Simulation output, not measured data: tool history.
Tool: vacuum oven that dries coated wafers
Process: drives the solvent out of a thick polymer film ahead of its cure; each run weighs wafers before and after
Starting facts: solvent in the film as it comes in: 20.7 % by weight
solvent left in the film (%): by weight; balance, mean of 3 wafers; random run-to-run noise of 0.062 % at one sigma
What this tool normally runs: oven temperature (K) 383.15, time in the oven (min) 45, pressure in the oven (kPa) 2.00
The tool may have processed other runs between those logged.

run     day  oven temperature (K)  time in the oven (min)  pressure in the oven (kPa)  solvent left in the film (%)
  1   0.000                383.15                      45                        2.00                          3.77
  2   1.379                383.15                      45                        2.00                          3.83
  3   2.867                391.15                      45                        2.00                          2.01
  4   3.933                391.15                      45                        2.00                          2.27
  5   5.100                391.15                      45                        6.38                          4.40
  6   6.275                391.15                      45                        6.38                          4.43
  7   7.242                391.15                      45                        6.38                          4.39
  8   8.925                391.15                      45                        6.38                          4.34
  9  10.775                391.15                      45                        6.38                          4.36
 10  12.325                391.15                      45                        6.38                          4.33
 11  13.696                391.15                      45                        6.38                          4.33
 12  15.454                391.15                      45                        6.38                          4.47

Run 13 is up next; what results do you expect?
 13  16.592                369.15                      35                        3.36                             ?

solvent left in the film (%): 10.73
Without the tool's hidden state the same run would have given solvent left in the film (%) 10.44.
